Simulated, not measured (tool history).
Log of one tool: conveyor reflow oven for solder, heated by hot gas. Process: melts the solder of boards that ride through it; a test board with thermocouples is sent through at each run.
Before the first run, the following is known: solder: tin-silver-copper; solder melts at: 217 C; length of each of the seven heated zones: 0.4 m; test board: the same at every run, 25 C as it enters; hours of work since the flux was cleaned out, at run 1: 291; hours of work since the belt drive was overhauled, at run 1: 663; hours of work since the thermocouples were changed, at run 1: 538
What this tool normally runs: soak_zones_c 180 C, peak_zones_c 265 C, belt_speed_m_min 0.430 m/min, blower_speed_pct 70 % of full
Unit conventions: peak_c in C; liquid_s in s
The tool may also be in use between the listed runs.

run,hour,soak_zones_c,peak_zones_c,belt_speed_m_min,blower_speed_pct,hours of work since the flux was cleaned out,hours of work since the belt drive was overhauled,hours of work since the thermocouples were changed,peak_c,liquid_s
1,0.0,180,265,0.430,70,291,663,538,247.6,82.8
2,48.3,170,265,0.430,70,322,694,569,245.9,74.2
3,119.6,170,265,0.430,70,368,740,614,245.3,74.0
4,168.5,170,265,0.430,52,399,771,646,239.3,62.7
# hour 220.1: flux residue cleaned out of gas plates and filters
5,240.0,170,265,0.430,52,13,813,688,242.4,69.6
6,316.1,180,265,0.430,70,61,862,737,249.9,87.1
7,391.4,180,265,0.430,70,109,910,785,249.3,86.6
# hour 438.8: thermocouples of zones 6 and 7 changed
8,438.8,180,265,0.430,70,138,939,0,251.0,88.1
9,487.1,180,265,0.430,70,169,970,31,250.8,87.5
10,520.2,180,265,0.430,70,190,991,52,250.6,87.6
11,566.7,180,265,0.430,70,220,1021,82,249.9,87.1
12,623.7,180,265,0.430,70,257,1057,118,249.7,87.1
13,688.9,180,265,0.430,70,298,1099,160,249.3,86.3
14,739.5,180,265,0.430,70,330,1131,192,248.9,85.7
15,807.7,180,265,0.430,70,374,1175,236,248.3,84.9
16,882.9,180,278,0.404,80,422,1223,284,263.3,107.1

Expected results for the next run?
# hour 896.7: flux residue cleaned out of gas plates and filters
17,945.7,180,265,0.430,53,31,1260,321,?,?

For run 17 the tool returned peak_c 246.8 C, liquid_s 82.3 s.
Were there no unlogged condition in the tool, this run, its random variation unchanged, would have produced peak_c 246.4 C, liquid_s 78.3 s.
